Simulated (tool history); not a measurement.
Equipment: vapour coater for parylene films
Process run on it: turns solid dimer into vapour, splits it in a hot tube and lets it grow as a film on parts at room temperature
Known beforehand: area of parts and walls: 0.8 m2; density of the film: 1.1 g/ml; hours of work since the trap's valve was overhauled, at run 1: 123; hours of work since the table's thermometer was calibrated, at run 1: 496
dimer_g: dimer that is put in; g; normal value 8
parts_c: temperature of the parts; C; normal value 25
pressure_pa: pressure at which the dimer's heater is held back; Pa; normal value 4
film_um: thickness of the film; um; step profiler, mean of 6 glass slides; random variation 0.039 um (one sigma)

| run | day | dimer_g | parts_c | pressure_pa | hours of work since the trap's valve was overhauled | hours of work since the table's thermometer was calibrated | film_um |
|---|---|---|---|---|---|---|---|
| 1 | 0 | 8 | 25 | 4 | 123 | 496 | 4.19 |
| 2 | 1.196 | 8 | 25 | 3.11 | 148 | 521 | 4.39 |
| 3 | 2.55 | 8 | 24 | 3.11 | 177 | 550 | 4.34 |
| 4 | 3.604 | 8 | 25 | 4 | 199 | 572 | 4.17 |
| 5 | 4.392 | 8 | 25 | 4 | 216 | 589 | 4.17 |
|  | 5.208 | trap's valve overhauled |
| 6 | 5.967 | 8 | 25 | 4 | 16 | 619 | 4.19 |
| 7 | 7.012 | 8 | 25 | 4 | 38 | 641 | 4.18 |
| 8 | 7.921 | 4 | 19 | 4 | 58 | 660 | 2.38 |
| 9 | 8.512 | 3 | 26 | 2.99 | 70 | 673 | 1.58 |
| 10 | 9.771 | 3 | 26 | 2.99 | 97 | 699 | 1.55 |
| 11 | 10.896 | 6 | 35 | 5.68 | 121 | 723 | 2.43 |
| 12 | 11.996 | 8 | 25 | 8.77 | 144 | 747 | 3.84 |
| 13 | 13.117 | 8 | 25 | 8.77 | 168 | 770 | 3.86 |

Across each entry between runs, compare the hidden state at the last listed run before it with the hidden state at the first listed run after it:
Runs 5 to 6: trap's valve overhauled (day 5.208)
  vapour lost through the trap's worn valve, %: 0.3 -> 0.1

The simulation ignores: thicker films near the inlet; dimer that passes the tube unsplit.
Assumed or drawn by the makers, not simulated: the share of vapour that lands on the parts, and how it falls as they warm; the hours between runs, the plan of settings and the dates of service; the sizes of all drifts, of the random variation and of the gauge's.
